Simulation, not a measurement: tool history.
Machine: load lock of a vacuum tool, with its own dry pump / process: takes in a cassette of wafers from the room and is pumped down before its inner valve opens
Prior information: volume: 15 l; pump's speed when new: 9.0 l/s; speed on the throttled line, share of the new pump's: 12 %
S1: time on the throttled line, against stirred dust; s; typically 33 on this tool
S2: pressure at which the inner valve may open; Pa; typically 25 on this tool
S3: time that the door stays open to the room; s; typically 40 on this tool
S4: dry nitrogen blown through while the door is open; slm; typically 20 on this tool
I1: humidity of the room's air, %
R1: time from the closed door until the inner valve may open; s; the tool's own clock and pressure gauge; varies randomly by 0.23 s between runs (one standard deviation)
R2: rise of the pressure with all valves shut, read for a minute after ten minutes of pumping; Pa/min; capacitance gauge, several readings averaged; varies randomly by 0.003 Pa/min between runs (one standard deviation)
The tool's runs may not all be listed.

{"run": 1, "day": 0.0, "S1": 33, "S2": 25, "S3": 40, "S4": 20, "I1": 42.6, "R1": 43.1, "R2": 0.047}
{"run": 2, "day": 6.462, "S1": 33, "S2": 25, "S3": 40, "S4": 20, "I1": 44.0, "R1": 43.7, "R2": 0.049}
{"run": 3, "day": 9.379, "S1": 33, "S2": 25, "S3": 40, "S4": 20, "I1": 45.8, "R1": 43.5, "R2": 0.048}
{"run": 4, "day": 14.438, "S1": 33, "S2": 25, "S3": 40, "S4": 20, "I1": 44.6, "R1": 43.8, "R2": 0.055}
{"run": 5, "day": 19.958, "S1": 33, "S2": 25, "S3": 40, "S4": 20, "I1": 44.5, "R1": 43.9, "R2": 0.053}
{"run": 6, "day": 26.412, "S1": 33, "S2": 25, "S3": 40, "S4": 20, "I1": 47.3, "R1": 43.7, "R2": 0.06}
{"run": 7, "day": 30.458, "S1": 33, "S2": 25, "S3": 40, "S4": 20, "I1": 44.8, "R1": 43.6, "R2": 0.055}
{"run": 8, "day": 37.204, "S1": 33, "S2": 25, "S3": 40, "S4": 20, "I1": 44.4, "R1": 43.8, "R2": 0.057}
{"run": 9, "day": 42.125, "S1": 33, "S2": 25, "S3": 170, "S4": 20, "I1": 46.3, "R1": 43.3, "R2": 0.092}
{"run": 10, "day": 45.092, "S1": 33, "S2": 25, "S3": 170, "S4": 20, "I1": 45.9, "R1": 43.8, "R2": 0.099}
{"run": 11, "day": 51.625, "S1": 33, "S2": 25, "S3": 170, "S4": 20, "I1": 45.2, "R1": 43.6, "R2": 0.1}
{"run": 12, "day": 57.333, "S1": 33, "S2": 25, "S3": 170, "S4": 20, "I1": 44.2, "R1": 43.7, "R2": 0.093}
{"run": 13, "day": 64.238, "S1": 33, "S2": 25, "S3": 170, "S4": 20, "I1": 43.7, "R1": 43.4, "R2": 0.103}
{"run": 14, "day": 67.158, "S1": 33, "S2": 25, "S3": 40, "S4": 7, "I1": 48.1, "R1": 44.0, "R2": 0.071}
{"run": 15, "day": 70.825, "S1": 33, "S2": 47, "S3": 40, "S4": 7, "I1": 45.1, "R1": 42.6, "R2": 0.074}
{"run": 16, "day": 75.067, "S1": 33, "S2": 25, "S3": 40, "S4": 20, "I1": 42.6, "R1": 43.8, "R2": 0.069}
{"run": 17, "day": 78.738, "S1": 17, "S2": 25, "S3": 40, "S4": 20, "I1": 45.3, "R1": 29.9, "R2": 0.068}
{"run": 18, "day": 83.529, "S1": 17, "S2": 25, "S3": 40, "S4": 20, "I1": 43.5, "R1": 30.0, "R2": 0.071}
{"run": 19, "day": 87.096, "S1": 33, "S2": 23, "S3": 40, "S4": 20, "I1": 48.0, "R1": 44.1, "R2": 0.075}
{"run": 20, "day": 91.471, "S1": 26, "S2": 32, "S3": 38, "S4": 32, "I1": 44.2, "R1": 37.6, "R2": 0.075}
{"run": 21, "day": 97.492, "S1": 53, "S2": 33, "S3": 36, "S4": 4, "I1": 44.0, "R1": 60.8, "R2": 0.083}
{"run": 22, "day": 102.125, "S1": 57, "S2": 33, "S3": 65, "S4": 4, "I1": 45.6, "R1": 64.0, "R2": 0.097}
{"run": 23, "day": 108.338, "S1": 33, "S2": 25, "S3": 171, "S4": 20, "I1": 44.3, "R1": 44.3, "R2": 0.111}
{"run": 24, "day": 111.783, "S1": 33, "S2": 25, "S3": 171, "S4": 20, "I1": 44.0, "R1": 44.2, "R2": 0.118}
{"run": 25, "day": 116.042, "S1": 33, "S2": 25, "S3": 171, "S4": 5, "I1": 46.2, "R1": 44.0, "R2": 0.145}
{"run": 26, "day": 122.175, "S1": 33, "S2": 25, "S3": 213, "S4": 15, "I1": 47.0, "R1": 43.9, "R2": 0.141}
{"run": 27, "day": 125.246, "S1": 33, "S2": 20, "S3": 213, "S4": 5, "I1": 44.7, "R1": 44.1, "R2": 0.155}
{"run": 28, "day": 128.104, "S1": 33, "S2": 20, "S3": 213, "S4": 5, "I1": 45.5, "R1": 44.6, "R2": 0.163}
{"run": 29, "day": 134.767, "S1": 60, "S2": 40, "S3": 40, "S4": 8, "I1": 45.2, "R1": 67.0, "R2": 0.096}
{"run": 30, "day": 138.646, "S1": 60, "S2": 49, "S3": 40, "S4": 13, "I1": 45.3, "R1": 66.4, "R2": 0.101}
{"run": 31, "day": 143.671, "S1": 60, "S2": 49, "S3": 40, "S4": 13, "I1": 46.3, "R1": 66.1, "R2": 0.093}
{"run": 32, "day": 146.517, "S1": 23, "S2": 49, "S3": 40, "S4": 19, "I1": 45.5, "R1": 34.3, "R2": 0.092}
{"run": 33, "day": 152.321, "S1": 43, "S2": 28, "S3": 40, "S4": 27, "I1": 45.0, "R1": 52.3, "R2": 0.094}
{"run": 34, "day": 158.267, "S1": 43, "S2": 28, "S3": 40, "S4": 27, "I1": 47.8, "R1": 52.4, "R2": 0.096}
{"run": 35, "day": 163.625, "S1": 43, "S2": 28, "S3": 40, "S4": 27, "I1": 44.8, "R1": 52.3, "R2": 0.105}
{"run": 36, "day": 166.912, "S1": 43, "S2": 28, "S3": 82, "S4": 27, "I1": 46.6, "R1": 52.7, "R2": 0.112}

Pick out some run-to-run changes in R1. Of each, how much would a tool without hidden state show as well, from the settings, what came in and chance, and how much is left for the hidden state and any gauge scatter not in both results compared?
Hidden conditions of the tool in this case: pump's speed, % of a new pump's; leak at the door's seal, Pa l/s; drift of the gauge itself on ready_s, %; drift of the gauge itself on rise_pa_min, %.
Run 20 -> 21: S1 26 -> 53, S2 32 -> 33, S3 38 -> 36, S4 32 -> 4. R1 +23.2 s: hidden state -0.3, all else +23.5.
Run 22 -> 23: S1 57 -> 33, S2 33 -> 25, S3 65 -> 171, S4 4 -> 20. R1 -19.7 s: hidden state +0.5, all else -20.2.
Run 28 -> 29: S1 33 -> 60, S2 20 -> 40, S3 213 -> 40, S4 5 -> 8. R1 +22.4 s: hidden state -0.4, all else +22.8.
Run 31 -> 32: S1 60 -> 23, S4 13 -> 19. R1 -31.8 s: hidden state +0.7, all else -32.5.

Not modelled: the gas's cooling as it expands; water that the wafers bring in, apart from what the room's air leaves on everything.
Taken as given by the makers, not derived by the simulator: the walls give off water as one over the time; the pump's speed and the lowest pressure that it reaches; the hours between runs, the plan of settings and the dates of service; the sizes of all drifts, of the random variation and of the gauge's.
